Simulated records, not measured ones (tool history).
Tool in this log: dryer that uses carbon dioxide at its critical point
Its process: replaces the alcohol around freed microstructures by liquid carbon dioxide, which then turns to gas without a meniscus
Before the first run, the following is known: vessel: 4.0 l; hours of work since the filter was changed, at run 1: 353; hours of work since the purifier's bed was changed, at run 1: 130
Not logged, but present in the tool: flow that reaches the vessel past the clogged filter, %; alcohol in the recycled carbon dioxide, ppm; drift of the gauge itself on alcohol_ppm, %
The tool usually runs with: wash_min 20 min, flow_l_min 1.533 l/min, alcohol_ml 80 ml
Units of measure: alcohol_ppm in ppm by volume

| run | hour | wash_min | flow_l_min | alcohol_ml | hours of work since the filter was changed | hours of work since the purifier's bed was changed | alcohol_ppm |
|---|---|---|---|---|---|---|---|
| 1 | 0.0 | 20 | 1.533 | 80 | 353 | 130 | 66 |
| 2 | 8.7 | 20 | 1.533 | 80 | 357 | 134 | 75 |
| 3 | 17.9 | 20 | 1.533 | 80 | 362 | 138 | 75 |
| 4 | 25.2 | 20 | 1.533 | 80 | 365 | 142 | 77 |
| 5 | 30.9 | 20 | 1.533 | 80 | 368 | 145 | 76 |
| 6 | 39.7 | 20 | 1.533 | 80 | 373 | 149 | 76 |
| 7 | 45.9 | 21 | 1.270 | 80 | 376 | 153 | 135 |

Estimate the outcome of run 8 from the log above:
| 8 | 52.4 | 21 | 0.930 | 80 | 379 | 156 | ? |

alcohol_ppm: 488 ppm by volume
Had the tool carried no hidden state, the very same run would have given alcohol_ppm 363 ppm by volume.
